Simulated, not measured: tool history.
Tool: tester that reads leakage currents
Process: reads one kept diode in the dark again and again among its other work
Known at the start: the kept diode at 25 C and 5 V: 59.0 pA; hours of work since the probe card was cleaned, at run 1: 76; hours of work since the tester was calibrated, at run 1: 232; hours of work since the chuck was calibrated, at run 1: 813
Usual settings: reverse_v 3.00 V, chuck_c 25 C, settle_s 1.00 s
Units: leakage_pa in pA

| run | hour | reverse_v | chuck_c | settle_s | hours of work since the probe card was cleaned | hours of work since the tester was calibrated | hours of work since the chuck was calibrated | leakage_pa |
|---|---|---|---|---|---|---|---|---|
| 1 | 0.0 | 3.00 | 25 | 1.00 | 76 | 232 | 813 | 46.39 |
| 2 | 51.3 | 3.00 | 25 | 1.00 | 110 | 266 | 847 | 46.34 |
| 3 | 102.1 | 3.00 | 25 | 1.00 | 144 | 300 | 881 | 46.17 |
| 4 | 137.0 | 3.00 | 25 | 1.00 | 167 | 323 | 904 | 46.23 |
| 5 | 176.5 | 3.00 | 25 | 1.00 | 193 | 349 | 930 | 46.34 |
| 6 | 226.4 | 3.00 | 25 | 0.64 | 227 | 383 | 963 | 46.46 |
| 7 | 276.6 | 3.00 | 25 | 0.64 | 260 | 416 | 997 | 46.19 |
| 8 | 328.4 | 3.00 | 57 | 0.64 | 294 | 450 | 1031 | 538.59 |
| 9 | 357.9 | 10.89 | 25 | 1.00 | 314 | 470 | 1051 | 77.42 |
| 10 | 410.5 | 10.89 | 25 | 1.00 | 349 | 505 | 1086 | 77.91 |
| 11 | 437.5 | 10.89 | 25 | 1.00 | 367 | 523 | 1104 | 77.87 |
| 12 | 488.1 | 10.89 | 25 | 1.00 | 401 | 557 | 1137 | 78.01 |
| 13 | 510.5 | 10.89 | 25 | 1.00 | 416 | 572 | 1152 | 77.98 |
| 14 | 551.4 | 1.36 | 22 | 1.00 | 443 | 599 | 1179 | 25.86 |
| 15 | 604.1 | 1.36 | 22 | 1.00 | 478 | 634 | 1215 | 25.85 |
| 16 | 649.7 | 2.31 | 48 | 1.00 | 508 | 664 | 1245 | 252.21 |
| 17 | 689.1 | 2.31 | 48 | 1.00 | 534 | 690 | 1271 | 250.42 |
| 18 | 711.1 | 5.71 | 22 | 1.00 | 549 | 705 | 1286 | 46.52 |
| 19 | 751.2 | 2.49 | 42 | 2.04 | 576 | 732 | 1312 | 164.36 |
| 20 | 784.9 | 3.00 | 46 | 1.21 | 598 | 754 | 1335 | 237.76 |
| 21 | 825.3 | 3.00 | 31 | 2.93 | 625 | 781 | 1362 | 74.28 |
| 22 | 866.0 | 10.85 | 25 | 1.41 | 652 | 808 | 1389 | 77.71 |
| 23 | 903.2 | 10.85 | 25 | 1.41 | 677 | 833 | 1413 | 77.82 |
| 24 | 929.7 | 2.06 | 27 | 0.96 | 694 | 850 | 1431 | 45.98 |
| 25 | 983.7 | 8.69 | 28 | 3.92 | 730 | 886 | 1467 | 89.74 |
| 26 | 1035.6 | 14.88 | 33 | 6.15 | 765 | 921 | 1501 | 165.49 |

3 ways to go on from here, each from the tool as it stands after run 26. What would each give?
| A | 1064.7 | 1.00 | 32 | 9.23 | 784 | 940 | 1521 | ? |
| B | 1064.7 | 14.88 | 31 | 1.19 | 784 | 940 | 1521 | ? |
| C | 1064.7 | 1.51 | 32 | 2.34 | 784 | 940 | 1521 | ? |

| run | leakage_pa |
|---|---|
| A | 51.54 |
| B | 143.07 |
| C | 60.89 |
Without the tool's hidden state the same runs would have given:
| run | leakage_pa |
|---|---|
| A | 56.53 |
| B | 150.23 |
| C | 66.60 |

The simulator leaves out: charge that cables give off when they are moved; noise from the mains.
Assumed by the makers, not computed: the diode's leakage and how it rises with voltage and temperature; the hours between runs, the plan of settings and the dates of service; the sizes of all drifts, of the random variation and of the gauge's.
